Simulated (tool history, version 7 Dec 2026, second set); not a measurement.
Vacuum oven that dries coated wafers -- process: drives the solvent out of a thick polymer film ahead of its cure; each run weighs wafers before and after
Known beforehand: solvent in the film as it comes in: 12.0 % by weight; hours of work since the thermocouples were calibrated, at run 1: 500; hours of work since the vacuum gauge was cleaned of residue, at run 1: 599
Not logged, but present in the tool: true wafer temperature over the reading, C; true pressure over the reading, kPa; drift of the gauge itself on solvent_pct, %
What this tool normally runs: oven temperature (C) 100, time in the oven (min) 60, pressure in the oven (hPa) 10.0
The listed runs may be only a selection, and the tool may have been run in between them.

| run | hour | oven temperature (C) | time in the oven (min) | pressure in the oven (hPa) | hours of work since the thermocouples were calibrated | hours of work since the vacuum gauge was cleaned of residue | solvent left in the film (%) |
|---|---|---|---|---|---|---|---|
| 1 | 0.0 | 100 | 60 | 10.0 | 500 | 599 | 2.00 |
| 2 | 30.6 | 100 | 60 | 10.0 | 524 | 624 | 2.07 |
| 3 | 61.7 | 100 | 60 | 10.0 | 549 | 648 | 2.14 |
| 4 | 91.8 | 100 | 60 | 10.0 | 573 | 672 | 1.97 |
| 5 | 118.6 | 106 | 60 | 10.0 | 594 | 694 | 1.29 |
| 6 | 149.9 | 106 | 60 | 10.0 | 619 | 719 | 1.30 |
| 7 | 168.5 | 106 | 60 | 10.0 | 634 | 733 | 1.26 |
| 8 | 186.2 | 106 | 60 | 10.0 | 648 | 747 | 1.18 |
| 9 | 205.6 | 104 | 60 | 10.0 | 664 | 763 | 1.59 |
| 10 | 235.8 | 104 | 60 | 10.0 | 688 | 787 | 1.51 |
| 11 | 254.6 | 104 | 60 | 10.0 | 703 | 802 | 1.56 |
| 12 | 268.2 | 104 | 60 | 19.7 | 713 | 813 | 1.89 |
| 13 | 292.7 | 87 | 62 | 10.0 | 733 | 832 | 4.54 |
| 14 | 316.3 | 93 | 60 | 27.0 | 752 | 851 | 3.93 |
| 15 | 338.1 | 100 | 34 | 14.0 | 769 | 868 | 4.11 |
| 16 | 352.8 | 100 | 34 | 14.0 | 781 | 880 | 4.04 |
| 17 | 378.4 | 87 | 56 | 19.2 | 801 | 900 | 5.17 |
| 18 | 392.0 | 110 | 35 | 15.7 | 812 | 911 | 2.29 |
| 19 | 419.8 | 111 | 34 | 11.0 | 834 | 933 | 2.19 |
| 20 | 434.8 | 88 | 48 | 9.6 | 846 | 945 | 5.21 |
| 21 | 457.2 | 114 | 33 | 23.8 | 864 | 963 | 2.01 |

For run 22, what comes out?
| 22 | 476.7 | 114 | 33 | 23.8 | 879 | 979 | ? |

solvent left in the film (%): 2.11
If the tool had no hidden condition, the same run with the same run-to-run variation would have returned solvent left in the film (%) 1.88.
